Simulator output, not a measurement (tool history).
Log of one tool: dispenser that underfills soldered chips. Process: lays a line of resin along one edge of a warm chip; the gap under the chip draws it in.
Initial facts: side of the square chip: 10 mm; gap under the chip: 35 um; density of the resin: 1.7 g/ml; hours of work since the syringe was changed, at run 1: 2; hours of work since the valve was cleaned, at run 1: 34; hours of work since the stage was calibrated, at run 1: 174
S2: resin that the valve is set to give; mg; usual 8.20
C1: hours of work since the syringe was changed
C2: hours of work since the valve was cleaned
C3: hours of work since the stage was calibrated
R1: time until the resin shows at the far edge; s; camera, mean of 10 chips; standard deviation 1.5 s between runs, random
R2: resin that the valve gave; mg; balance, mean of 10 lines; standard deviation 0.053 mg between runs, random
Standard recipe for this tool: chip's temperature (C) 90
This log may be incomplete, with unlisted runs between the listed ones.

Run 1, hour 0.0: usual settings; C1 2; C2 34; C3 174. Result: R1 156.9 s, R2 7.99 mg.
At hour 10.9: new syringe of resin.
Run 2, hour 11.2: usual settings; C1 0; C2 42; C3 182. Result: R1 148.2 s, R2 7.95 mg.
Run 3, hour 18.5: usual settings; C1 5; C2 47; C3 187. Result: R1 183.0 s, R2 7.69 mg.
At hour 25.0: new syringe of resin.
Run 4, hour 28.3: usual settings; C1 2; C2 53; C3 193. Result: R1 162.3 s, R2 7.79 mg.
At hour 38.6: new syringe of resin.
Run 5, hour 38.8: usual settings; C1 0; C2 60; C3 200. Result: R1 147.5 s, R2 7.72 mg.
Run 6, hour 46.1: usual settings; C1 5; C2 65; C3 205. Result: R1 187.2 s, R2 7.71 mg.
At hour 51.9: new syringe of resin.
Run 7, hour 52.0: usual settings; C1 0; C2 69; C3 209. Result: R1 143.1 s, R2 7.62 mg.
At hour 62.9: dispensing valve cleaned and set on the balance.
Run 8, hour 64.3: usual settings; C1 8; C2 1; C3 216. Result: R1 204.1 s, R2 8.25 mg.
At hour 66.8: new syringe of resin.
Run 9, hour 73.1: usual settings but S2 9.44 mg; C1 4; C2 7; C3 222. Result: R1 170.8 s, R2 9.49 mg.
At hour 80.8: new syringe of resin.
Run 10, hour 84.3: usual settings but S2 9.44 mg; C1 2; C2 14; C3 229. Result: R1 156.8 s, R2 9.37 mg.
Run 11, hour 89.3: usual settings but S2 9.44 mg; C1 6; C2 17; C3 233. Result: R1 176.9 s, R2 9.25 mg.
At hour 94.3: new syringe of resin.
Run 12, hour 100.8: usual settings but S2 9.99 mg; C1 4; C2 25; C3 240. Result: R1 174.9 s, R2 9.93 mg.
At hour 107.5: new syringe of resin.
Run 13, hour 107.5: usual settings but S2 9.99 mg; C1 0; C2 29; C3 244. Result: R1 141.4 s, R2 9.76 mg.
Run 14, hour 118.6: usual settings but S2 9.99 mg; C1 7; C2 37; C3 252. Result: R1 196.8 s, R2 9.61 mg.
At hour 121.1: new syringe of resin.
Run 15, hour 127.4: usual settings; C1 4; C2 42; C3 258. Result: R1 174.7 s, R2 7.89 mg.
At hour 135.0: new syringe of resin.
Run 16, hour 136.2: usual settings; C1 1; C2 48; C3 263. Result: R1 148.1 s, R2 7.89 mg.
Run 17, hour 144.9: usual settings but chip's temperature (C) 83; C1 7; C2 54; C3 269. Result: R1 235.9 s, R2 7.79 mg.
At hour 148.6: new syringe of resin.
Run 18, hour 152.6: usual settings but chip's temperature (C) 88, S2 8.14 mg; C1 3; C2 59; C3 274. Result: R1 172.5 s, R2 7.79 mg.
At hour 162.2: new syringe of resin.
Run 19, hour 163.3: usual settings but chip's temperature (C) 88, S2 8.08 mg; C1 1; C2 66; C3 281. Result: R1 156.8 s, R2 7.69 mg.
Run 20, hour 173.2: usual settings but chip's temperature (C) 100, S2 9.91 mg; C1 7; C2 72; C3 288. Result: R1 152.1 s, R2 9.38 mg.
At hour 176.2: new syringe of resin.
At hour 178.8: dispensing valve cleaned and set on the balance.
Run 21, hour 183.9: usual settings but chip's temperature (C) 100, S2 9.91 mg; C1 5; C2 3; C3 294. Result: R1 128.4 s, R2 9.83 mg.
At hour 190.8: new syringe of resin.
Run 22, hour 195.0: usual settings but chip's temperature (C) 100, S2 9.91 mg; C1 3; C2 11; C3 301. Result: R1 122.1 s, R2 9.73 mg.
At hour 204.5: new syringe of resin.
Run 23, hour 205.6: usual settings but chip's temperature (C) 76, S2 10.41 mg; C1 1; C2 18; C3 308. Result: R1 210.6 s, R2 10.23 mg.
Run 24, hour 212.3: usual settings but chip's temperature (C) 101, S2 7.05 mg; C1 5; C2 22; C3 313. Result: R1 144.3 s, R2 6.89 mg.
At hour 217.8: new syringe of resin.
Run 25, hour 221.7: usual settings but S2 7.05 mg; C1 3; C2 28; C3 319. Result: R1 168.6 s, R2 6.86 mg.
At hour 231.3: new syringe of resin.
Run 26, hour 233.1: usual settings but chip's temperature (C) 89, S2 10.23 mg; C1 1; C2 36; C3 326. Result: R1 147.8 s, R2 9.88 mg.
Run 27, hour 237.9: usual settings but chip's temperature (C) 89, S2 7.06 mg; C1 4; C2 39; C3 330. Result: R1 189.9 s, R2 6.82 mg.
At hour 244.6: new syringe of resin.
Run 28, hour 248.4: usual settings but chip's temperature (C) 93, S2 9.27 mg; C1 3; C2 46; C3 336. Result: R1 146.0 s, R2 8.80 mg.
Run 29, hour 255.0: usual settings but chip's temperature (C) 77, S2 7.34 mg; C1 7; C2 50; C3 341. Result: R1 300.9 s, R2 6.95 mg.
At hour 258.2: new syringe of resin.
Run 30, hour 260.9: usual settings but chip's temperature (C) 93, S2 10.47 mg; C1 2; C2 54; C3 345. Result: R1 136.6 s, R2 10.00 mg.
Run 31, hour 266.7: usual settings but chip's temperature (C) 86, S2 7.32 mg; C1 6; C2 58; C3 348. Result: R1 215.1 s, R2 6.87 mg.
At hour 271.4: new syringe of resin.
Run 32, hour 275.9: usual settings but chip's temperature (C) 86, S2 7.32 mg; C1 3; C2 64; C3 354. Result: R1 196.3 s, R2 6.84 mg.
At hour 285.1: new syringe of resin.
Run 33, hour 287.2: usual settings but chip's temperature (C) 89, S2 10.51 mg; C1 1; C2 71; C3 362. Result: R1 153.1 s, R2 9.81 mg.
At hour 294.3: dispensing valve cleaned and set on the balance.
Run 34, hour 296.1: usual settings but chip's temperature (C) 79; C1 7; C2 1; C3 367. Result: R1 266.7 s, R2 8.09 mg.

Branching from run 34: 4 alternative next runs. What would each branch give?
At hour 299.5: new syringe of resin.
Run A, hour 301.7: usual settings but chip's temperature (C) 91; C1 1; C2 5; C3 371. Result: R1 ?, R2 ?.
At hour 299.5: new syringe of resin.
Run B, hour 301.7: usual settings but chip's temperature (C) 101, S2 9.45 mg; C1 1; C2 5; C3 371. Result: R1 ?, R2 ?.
At hour 299.5: new syringe of resin.
Run C, hour 301.7: usual settings but chip's temperature (C) 104, S2 7.93 mg; C1 1; C2 5; C3 371. Result: R1 ?, R2 ?.
At hour 299.5: new syringe of resin.
Run D, hour 301.7: usual settings but chip's temperature (C) 84, S2 8.52 mg; C1 1; C2 5; C3 371. Result: R1 ?, R2 ?.

run     R1    R2
  A  148.4  8.19
  B  110.7  9.44
  C  106.6  7.95
  D  175.6  8.48
The same runs, with their run-to-run variation unchanged, on a tool lacking any hidden condition would have given:
run     R1    R2
  A  141.6  8.23
  B  105.5  9.49
  C  101.5  7.99
  D  167.8  8.52
